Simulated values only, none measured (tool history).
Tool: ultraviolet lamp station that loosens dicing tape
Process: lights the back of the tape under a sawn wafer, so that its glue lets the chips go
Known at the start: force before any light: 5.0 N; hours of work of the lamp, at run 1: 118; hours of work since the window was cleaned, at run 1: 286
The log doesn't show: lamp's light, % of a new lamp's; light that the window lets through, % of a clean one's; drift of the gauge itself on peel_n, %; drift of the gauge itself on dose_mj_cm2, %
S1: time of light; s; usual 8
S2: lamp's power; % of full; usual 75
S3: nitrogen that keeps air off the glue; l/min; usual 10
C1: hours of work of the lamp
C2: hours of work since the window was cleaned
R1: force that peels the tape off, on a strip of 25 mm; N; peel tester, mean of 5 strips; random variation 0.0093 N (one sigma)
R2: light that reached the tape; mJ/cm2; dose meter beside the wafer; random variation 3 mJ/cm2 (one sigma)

| run | hour | S1 | S2 | S3 | C1 | C2 | R1 | R2 |
|---|---|---|---|---|---|---|---|---|
| 1 | 0 | 8 | 75 | 10 | 118 | 286 | 0.483 | 380 |
| 2 | 5.9 | 8 | 75 | 10 | 121 | 288 | 0.483 | 380 |
| 3 | 14.5 | 8 | 75 | 6 | 125 | 293 | 0.603 | 383 |
| 4 | 23.2 | 8 | 75 | 8 | 129 | 297 | 0.549 | 379 |
| 5 | 31.6 | 8 | 75 | 8 | 133 | 301 | 0.583 | 379 |
| 6 | 38.1 | 8 | 75 | 8 | 136 | 304 | 0.548 | 375 |
| 7 | 44 | 4 | 75 | 10 | 139 | 306 | 1.408 | 187 |
| 8 | 48.7 | 8 | 75 | 10 | 141 | 309 | 0.506 | 380 |
| 9 | 58.5 | 8 | 75 | 10 | 146 | 313 | 0.503 | 375 |
| 10 | 63.8 | 8 | 75 | 10 | 148 | 316 | 0.515 | 373 |
| 11 | 71.3 | 8 | 75 | 10 | 152 | 319 | 0.513 | 371 |
| 12 | 80.6 | 8 | 75 | 9 | 156 | 324 | 0.526 | 375 |
| 13 | 87.9 | 8 | 75 | 9 | 160 | 327 | 0.549 | 375 |
| 14 | 92.9 | 8 | 75 | 10 | 162 | 330 | 0.541 | 374 |
| 15 | 97.3 | 8 | 75 | 10 | 164 | 332 | 0.524 | 372 |
| 16 | 101.3 | 8 | 75 | 10 | 166 | 334 | 0.534 | 365 |
| 17 | 105.9 | 8 | 75 | 10 | 168 | 336 | 0.535 | 364 |
|  | 106.9 | window cleaned of glue's vapour |
| 18 | 110.5 | 8 | 75 | 10 | 170 | 2 | 0.612 | 345 |
| 19 | 115.2 | 8 | 75 | 10 | 172 | 4 | 0.6 | 338 |
|  | 121.6 | window cleaned of glue's vapour, once more |
| 20 | 122.3 | 8 | 75 | 10 | 175 | 0 | 0.425 | 425 |
| 21 | 126.4 | 7 | 72 | 6 | 177 | 2 | 0.702 | 354 |
| 22 | 132.3 | 7 | 72 | 6 | 180 | 5 | 0.702 | 355 |
| 23 | 139.6 | 7 | 72 | 6 | 184 | 9 | 0.722 | 354 |
| 24 | 145.5 | 7 | 72 | 6 | 186 | 11 | 0.695 | 358 |
| 25 | 149.6 | 9 | 80 | 3 | 188 | 13 | 0.579 | 503 |
| 26 | 155.8 | 6 | 74 | 6 | 191 | 16 | 0.871 | 311 |
| 27 | 161.4 | 10 | 75 | 8 | 194 | 19 | 0.345 | 524 |
| 28 | 170.5 | 7 | 77 | 16 | 198 | 23 | 0.436 | 368 |
| 29 | 175.1 | 7 | 77 | 16 | 200 | 25 | 0.452 | 377 |
| 30 | 182.5 | 7 | 77 | 16 | 204 | 29 | 0.438 | 375 |
| 31 | 191.5 | 4 | 75 | 13 | 208 | 33 | 1.178 | 204 |
| 32 | 199.8 | 4 | 65 | 4 | 212 | 37 | 1.92 | 179 |
| 33 | 209.1 | 4 | 65 | 4 | 217 | 41 | 1.946 | 180 |
| 34 | 217 | 7 | 67 | 10 | 220 | 45 | 0.681 | 321 |
| 35 | 223.5 | 7 | 67 | 10 | 223 | 48 | 0.67 | 320 |
| 36 | 228.6 | 8 | 72 | 4 | 226 | 51 | 0.718 | 393 |
| 37 | 233.8 | 8 | 72 | 4 | 228 | 53 | 0.727 | 391 |

4 ways to go on from here, each from the tool as it stands after run 37. What would each give?
| A | 243 | 5 | 68 | 3 | 233 | 57 | ? | ? |
| B | 243 | 5 | 72 | 4 | 233 | 57 | ? | ? |
| C | 243 | 14 | 96 | 4 | 233 | 57 | ? | ? |
| D | 243 | 12 | 61 | 10 | 233 | 57 | ? | ? |

| run | R1 | R2 |
|---|---|---|
| A | 1.637 | 229 |
| B | 1.391 | 245 |
| C | 0.259 | 919 |
| D | 0.324 | 497 |
Without the tool's hidden state the same runs would have given:
| run | R1 | R2 |
|---|---|---|
| A | 1.481 | 252 |
| B | 1.243 | 269 |
| C | 0.248 | 1009 |
| D | 0.29 | 545 |
